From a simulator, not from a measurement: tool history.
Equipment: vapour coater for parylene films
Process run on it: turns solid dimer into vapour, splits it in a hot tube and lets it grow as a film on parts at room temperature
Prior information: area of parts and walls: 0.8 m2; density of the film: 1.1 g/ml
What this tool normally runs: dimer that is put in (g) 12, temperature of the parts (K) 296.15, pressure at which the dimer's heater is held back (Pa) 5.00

run	hour	dimer that is put in (g)	temperature of the parts (K)	pressure at which the dimer's heater is held back (Pa)	thickness of the film (um)
1	0.0	12	296.15	5.00	6.78
2	35.8	12	296.15	5.00	6.77
3	74.1	12	296.15	5.00	6.70
4	97.1	10	296.15	5.00	5.66
5	118.9	10	296.15	5.00	5.60
6	141.2	12	297.15	5.00	6.35
7	167.3	12	296.15	5.00	6.54
8	197.5	12	296.15	5.00	6.66
9	243.0	12	292.15	5.00	7.81
10	261.4	12	296.15	3.26	6.98
# hour 295.0: trap's valve overhauled
11	303.2	12	296.15	3.26	7.31
12	337.0	12	296.15	5.00	7.02
13	362.4	12	306.15	5.00	4.32
14	388.0	12	306.15	5.00	4.33
15	421.8	12	296.15	5.00	6.78
16	456.3	12	296.15	5.00	6.83
17	498.5	12	296.15	5.00	6.76
18	528.6	12	296.15	5.00	6.71
# hour 533.4: table's thermometer calibrated
19	555.1	12	296.15	5.00	6.59
20	575.5	12	296.15	5.00	6.59
21	619.5	12	296.15	10.60	5.94
# hour 624.0: table's thermometer calibrated, once more
22	642.0	6	296.15	5.00	3.36
23	671.7	6	296.15	5.00	3.32
24	697.6	13	289.15	5.00	9.82
# hour 724.9: trap's valve overhauled
25	731.7	8	296.15	2.47	5.16
26	776.1	5	292.15	5.64	3.41
27	801.1	5	292.15	5.64	3.34
28	835.0	16	290.15	3.15	12.69
29	876.4	16	306.15	5.00	5.77
30	907.8	15	296.15	10.52	7.64
31	931.9	15	296.15	10.52	7.59
32	969.0	20	293.15	3.55	13.51
33	987.7	6	298.15	7.60	2.88
34	1009.8	6	298.15	7.60	2.87
35	1035.3	5	302.15	2.84	2.26
36	1068.0	13	306.15	2.84	4.97
37	1086.3	13	306.15	2.84	4.97
38	1105.6	12	296.15	4.13	6.75
39	1140.4	12	294.15	10.72	6.46
# hour 1150.5: trap's valve overhauled
40	1180.2	9	290.15	11.48	6.10
41	1225.4	12	308.15	11.20	3.50
42	1245.9	5	297.15	5.00	2.72
43	1270.3	5	291.15	3.75	3.74
44	1299.3	12	291.15	5.00	8.42
45	1325.7	7	303.15	5.66	2.81
46	1351.3	7	303.15	5.66	2.79

Predict each of these 5 candidate next runs independently; none follows another, all start after run 46:
A	1378.5	6	298.15	5.66	?
B	1378.5	20	294.15	3.75	?
C	1378.5	12	303.15	5.00	?
D	1378.5	15	294.15	5.66	?
E	1378.5	12	296.15	9.63	?

run	thickness of the film (um)
A	3.03
B	12.69
C	4.85
D	8.94
E	6.08
Had the tool no hidden state, the same runs would have come out as:
run	thickness of the film (um)
A	3.17
B	13.28
C	5.07
D	9.35
E	6.36
